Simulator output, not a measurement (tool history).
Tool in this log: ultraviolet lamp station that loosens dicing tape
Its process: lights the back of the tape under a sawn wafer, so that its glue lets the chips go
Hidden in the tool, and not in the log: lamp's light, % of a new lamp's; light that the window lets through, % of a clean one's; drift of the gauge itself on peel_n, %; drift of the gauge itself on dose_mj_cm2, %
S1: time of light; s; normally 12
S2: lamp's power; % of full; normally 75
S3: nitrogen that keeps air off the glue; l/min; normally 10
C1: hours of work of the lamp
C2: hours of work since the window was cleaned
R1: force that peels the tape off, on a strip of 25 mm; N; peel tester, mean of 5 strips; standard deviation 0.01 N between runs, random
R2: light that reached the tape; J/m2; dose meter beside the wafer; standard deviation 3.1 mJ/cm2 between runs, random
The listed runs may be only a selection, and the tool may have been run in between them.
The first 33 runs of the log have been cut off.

run	hour	S1	S2	S3	C1	C2	R1	R2
34	423.6	20	82	11	457	457	0.225	6370
35	432.9	8	78	11	461	461	1.642	2390
36	442.9	9	92	15	465	465	0.852	3190
37	451.1	9	92	15	469	469	0.851	3160
38	458.1	16	82	7	472	472	0.44	4980
39	466.8	12	63	16	476	476	1.005	2890
40	481.5	12	63	10	483	483	1.238	2870
41	492	12	63	6	488	488	1.433	2850
42	501.4	12	86	19	492	492	0.518	3880
43	514.6	12	94	6	498	498	0.67	4270

5 ways to go on from here, each from the tool as it stands after run 43. What would each give?
A	524.3	19	75	10	503	503	?	?
B	524.3	6	75	20	503	503	?	?
C	524.3	12	75	10	503	503	?	?
D	524.3	14	67	10	503	503	?	?
E	524.3	19	76	7	503	503	?	?

run	R1	R2
A	0.325	5320
B	2.283	1700
C	0.857	3350
D	0.832	3470
E	0.368	5400
Stripped of hidden state, with their random variation kept, the same runs would have yielded:
run	R1	R2
A	0.185	7330
B	1.432	2330
C	0.428	4610
D	0.415	4780
E	0.197	7420
